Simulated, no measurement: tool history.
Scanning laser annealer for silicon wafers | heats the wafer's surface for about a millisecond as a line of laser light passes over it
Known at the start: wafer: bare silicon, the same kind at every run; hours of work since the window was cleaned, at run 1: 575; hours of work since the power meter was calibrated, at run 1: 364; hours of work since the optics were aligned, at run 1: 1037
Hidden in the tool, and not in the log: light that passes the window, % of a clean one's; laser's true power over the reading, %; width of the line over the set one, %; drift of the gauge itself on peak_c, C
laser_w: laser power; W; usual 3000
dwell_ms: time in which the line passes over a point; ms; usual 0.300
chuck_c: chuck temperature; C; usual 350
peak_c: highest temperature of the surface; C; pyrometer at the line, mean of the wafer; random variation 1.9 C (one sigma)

run	hour	laser_w	dwell_ms	chuck_c	hours of work since the window was cleaned	hours of work since the power meter was calibrated	hours of work since the optics were aligned	peak_c
1	0.0	3000	0.300	350	575	364	1037	1050
2	29.4	3000	0.300	350	592	381	1054	1046
3	60.6	3000	0.300	315	610	399	1072	1005
4	84.0	3000	0.300	315	624	413	1086	1011
5	115.2	3000	0.300	315	642	431	1104	1007
6	147.9	2756	0.300	350	661	450	1123	982
# hour 154.2: window over the wafer cleaned
7	178.7	3000	0.300	335	14	466	1140	1063
8	195.9	3000	0.300	323	24	476	1150	1051
# hour 223.0: optics aligned, line set to its width
9	230.0	3000	0.269	350	41	493	4	1047
10	256.0	3000	0.300	350	56	508	19	1089
11	285.5	3000	0.300	350	73	525	36	1089
12	309.5	3000	0.300	350	87	539	50	1092
13	326.2	3000	0.300	350	97	549	60	1086
14	343.7	3000	0.300	350	107	559	70	1087
15	375.5	3000	0.280	350	125	578	88	1060
16	397.6	3000	0.280	350	138	590	101	1058
17	421.5	3000	0.280	350	152	604	115	1060
18	441.5	3000	0.280	350	164	616	127	1057
19	459.1	3000	0.280	350	174	626	137	1057
20	482.7	3000	0.280	350	188	640	151	1055
21	514.8	3242	0.328	350	206	658	169	1175
22	547.1	2945	0.366	389	225	677	188	1173
23	565.9	3089	0.349	372	236	688	199	1174
24	582.0	3089	0.349	372	245	697	208	1174
25	595.9	3089	0.349	372	253	705	216	1176
26	610.5	3089	0.349	372	262	714	225	1172
27	635.5	3089	0.349	372	276	728	239	1172
28	659.3	3057	0.280	352	290	742	253	1065
29	689.4	3057	0.280	352	307	760	270	1062
30	717.2	3057	0.280	352	324	776	287	1060
31	732.2	3270	0.300	324	332	784	295	1112
32	755.9	3090	0.268	333	346	798	309	1035
33	772.0	3186	0.375	381	355	807	318	1232
34	795.9	3000	0.247	337	369	821	332	985
35	820.6	3000	0.247	337	383	836	346	988
36	845.3	3016	0.253	355	398	850	361	1016
37	859.2	2842	0.300	336	406	858	369	1010
38	888.0	3002	0.265	378	423	875	386	1050
39	918.5	3002	0.265	378	440	892	403	1050
40	935.8	3002	0.265	378	450	902	413	1047

Hidden state or all else? Some run-to-run changes of peak_c, split into what the settings, what came in and random variation would give without the hidden state, and what is left for the hidden state (with any gauge scatter that isn't in both results):
Run 6 -> 7: laser_w 2756 -> 3000, chuck_c 350 -> 335, window over the wafer cleaned. peak_c +81 C: hidden state +34, all else +47.
Run 8 -> 9: dwell_ms 0.300 -> 0.269, chuck_c 323 -> 350, optics aligned, line set to its width. peak_c -4 C: hidden state +12, all else -16.
Run 20 -> 21: laser_w 3000 -> 3242, dwell_ms 0.280 -> 0.328. peak_c +120 C: hidden state -5, all else +125.
Run 32 -> 33: laser_w 3090 -> 3186, dwell_ms 0.268 -> 0.375, chuck_c 333 -> 381. peak_c +197 C: hidden state -8, all else +205.
Run 33 -> 34: laser_w 3186 -> 3000, dwell_ms 0.375 -> 0.247, chuck_c 381 -> 337. peak_c -247 C: hidden state +9, all else -256.
